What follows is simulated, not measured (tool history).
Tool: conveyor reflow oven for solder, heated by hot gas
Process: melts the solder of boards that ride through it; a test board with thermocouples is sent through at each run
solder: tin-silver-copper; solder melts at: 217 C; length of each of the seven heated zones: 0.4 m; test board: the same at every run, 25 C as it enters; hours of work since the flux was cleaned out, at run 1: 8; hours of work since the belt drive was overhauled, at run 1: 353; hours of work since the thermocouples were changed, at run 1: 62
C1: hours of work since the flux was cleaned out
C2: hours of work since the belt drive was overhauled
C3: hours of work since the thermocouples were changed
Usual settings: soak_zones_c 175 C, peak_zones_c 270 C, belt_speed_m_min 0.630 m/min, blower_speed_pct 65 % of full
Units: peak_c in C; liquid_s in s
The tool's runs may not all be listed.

run 1 day=0.000 | soak_zones_c=175 peak_zones_c=270 belt_speed_m_min=0.630 blower_speed_pct=65 | C1=8 C2=353 C3=62 | peak_c=256.7 liquid_s=61.3
run 2 day=0.262 | soak_zones_c=175 peak_zones_c=270 belt_speed_m_min=0.630 blower_speed_pct=65 | C1=13 C2=357 C3=67 | peak_c=256.5 liquid_s=61.4
run 3 day=0.571 | soak_zones_c=175 peak_zones_c=270 belt_speed_m_min=0.701 blower_speed_pct=65 | C1=18 C2=363 C3=72 | peak_c=253.2 liquid_s=52.4
run 4 day=0.950 | soak_zones_c=175 peak_zones_c=270 belt_speed_m_min=0.701 blower_speed_pct=65 | C1=24 C2=369 C3=78 | peak_c=253.4 liquid_s=52.5
run 5 day=1.146 | soak_zones_c=175 peak_zones_c=270 belt_speed_m_min=0.630 blower_speed_pct=65 | C1=27 C2=372 C3=82 | peak_c=256.5 liquid_s=61.4
run 6 day=1.583 | soak_zones_c=175 peak_zones_c=270 belt_speed_m_min=0.630 blower_speed_pct=56 | C1=35 C2=380 C3=89 | peak_c=254.7 liquid_s=59.7
run 7 day=1.904 | soak_zones_c=175 peak_zones_c=270 belt_speed_m_min=0.630 blower_speed_pct=65 | C1=40 C2=385 C3=94 | peak_c=256.5 liquid_s=61.2
run 8 day=2.317 | soak_zones_c=175 peak_zones_c=270 belt_speed_m_min=0.630 blower_speed_pct=67 | C1=47 C2=392 C3=101 | peak_c=256.8 liquid_s=61.5
run 9 day=2.554 | soak_zones_c=175 peak_zones_c=270 belt_speed_m_min=0.630 blower_speed_pct=65 | C1=51 C2=396 C3=105 | peak_c=256.2 liquid_s=61.1
run 10 day=2.796 | soak_zones_c=175 peak_zones_c=270 belt_speed_m_min=0.630 blower_speed_pct=65 | C1=55 C2=400 C3=109 | peak_c=256.3 liquid_s=60.9
run 11 day=3.192 | soak_zones_c=187 peak_zones_c=270 belt_speed_m_min=0.630 blower_speed_pct=65 | C1=62 C2=407 C3=116 | peak_c=257.8 liquid_s=66.9
run 12 day=3.533 | soak_zones_c=187 peak_zones_c=270 belt_speed_m_min=0.630 blower_speed_pct=65 | C1=68 C2=413 C3=122 | peak_c=258.1 liquid_s=66.8
run 13 day=3.783 | soak_zones_c=175 peak_zones_c=277 belt_speed_m_min=0.630 blower_speed_pct=65 | C1=72 C2=417 C3=126 | peak_c=262.4 liquid_s=64.8
run 14 day=4.171 | soak_zones_c=175 peak_zones_c=270 belt_speed_m_min=0.630 blower_speed_pct=65 | C1=78 C2=423 C3=133 | peak_c=255.9 liquid_s=61.3
run 15 day=4.604 | soak_zones_c=175 peak_zones_c=270 belt_speed_m_min=0.630 blower_speed_pct=65 | C1=86 C2=431 C3=140 | peak_c=255.7 liquid_s=61.0
run 16 day=4.788 | soak_zones_c=176 peak_zones_c=275 belt_speed_m_min=0.630 blower_speed_pct=67 | C1=89 C2=434 C3=143 | peak_c=260.7 liquid_s=64.2
run 17 day=5.229 | soak_zones_c=176 peak_zones_c=275 belt_speed_m_min=0.630 blower_speed_pct=67 | C1=96 C2=441 C3=150 | peak_c=261.3 liquid_s=64.3
run 18 day=5.658 | soak_zones_c=176 peak_zones_c=275 belt_speed_m_min=0.630 blower_speed_pct=67 | C1=103 C2=448 C3=158 | peak_c=261.0 liquid_s=64.3
run 19 day=6.062 | soak_zones_c=182 peak_zones_c=280 belt_speed_m_min=0.630 blower_speed_pct=65 | C1=110 C2=455 C3=164 | peak_c=265.4 liquid_s=68.9
run 20 day=6.400 | soak_zones_c=188 peak_zones_c=280 belt_speed_m_min=0.671 blower_speed_pct=53 | C1=116 C2=461 C3=170 | peak_c=262.5 liquid_s=64.7
run 21 day=6.788 | soak_zones_c=169 peak_zones_c=259 belt_speed_m_min=0.634 blower_speed_pct=79 | C1=123 C2=467 C3=177 | peak_c=246.9 liquid_s=52.9
run 22 day=7.138 | soak_zones_c=169 peak_zones_c=259 belt_speed_m_min=0.634 blower_speed_pct=79 | C1=128 C2=473 C3=183 | peak_c=246.9 liquid_s=53.1
run 23 day=7.442 | soak_zones_c=177 peak_zones_c=280 belt_speed_m_min=0.657 blower_speed_pct=73 | C1=134 C2=478 C3=188 | peak_c=264.8 liquid_s=63.9
run 24 day=7.683 | soak_zones_c=177 peak_zones_c=264 belt_speed_m_min=0.657 blower_speed_pct=73 | C1=138 C2=482 C3=192 | peak_c=250.7 liquid_s=56.0
run 25 day=8.067 | soak_zones_c=175 peak_zones_c=270 belt_speed_m_min=0.630 blower_speed_pct=83 | C1=144 C2=489 C3=198 | peak_c=258.0 liquid_s=62.9
run 26 day=8.292 | soak_zones_c=175 peak_zones_c=270 belt_speed_m_min=0.630 blower_speed_pct=83 | C1=148 C2=493 C3=202 | peak_c=258.3 liquid_s=63.1
run 27 day=8.675 | soak_zones_c=162 peak_zones_c=270 belt_speed_m_min=0.630 blower_speed_pct=65 | C1=154 C2=499 C3=209 | peak_c=253.3 liquid_s=55.3
run 28 day=8.954 | soak_zones_c=162 peak_zones_c=270 belt_speed_m_min=0.630 blower_speed_pct=65 | C1=159 C2=504 C3=213 | peak_c=253.5 liquid_s=55.0
run 29 day=9.325 | soak_zones_c=188 peak_zones_c=270 belt_speed_m_min=0.630 blower_speed_pct=73 | C1=165 C2=510 C3=219 | peak_c=258.5 liquid_s=67.8
run 30 day=9.604 | soak_zones_c=163 peak_zones_c=270 belt_speed_m_min=0.637 blower_speed_pct=65 | C1=170 C2=515 C3=224 | peak_c=252.7 liquid_s=54.5

Some steps in peak_c between neighbouring runs. How much of each would the tool show without its hidden state too (settings, what came in, random variation), and how much is left for the hidden state, with any gauge scatter that isn't in both results?
The hidden state here: heat that the gas passes to the board, % of a clean oven's; belt's true speed, % of the reading; true gas temperature in zones 6 and 7 over the reading, C; drift of the gauge itself on peak_c, C; drift of the gauge itself on liquid_s, %.
Run 2 -> 3: belt_speed_m_min 0.630 -> 0.701. peak_c -3.3 C: hidden state -0.1, all else -3.2.
Run 4 -> 5: belt_speed_m_min 0.701 -> 0.630. peak_c +3.1 C: hidden state -0.1, all else +3.2.
Run 20 -> 21: soak_zones_c 188 -> 169, peak_zones_c 280 -> 259, belt_speed_m_min 0.671 -> 0.634, blower_speed_pct 53 -> 79. peak_c -15.6 C: hidden state -0.2, all else -15.4.
Run 22 -> 23: soak_zones_c 169 -> 177, peak_zones_c 259 -> 280, belt_speed_m_min 0.634 -> 0.657, blower_speed_pct 79 -> 73. peak_c +17.9 C: hidden state -0.1, all else +18.0.
Run 23 -> 24: peak_zones_c 280 -> 264. peak_c -14.1 C: hidden state +0.0, all else -14.1.
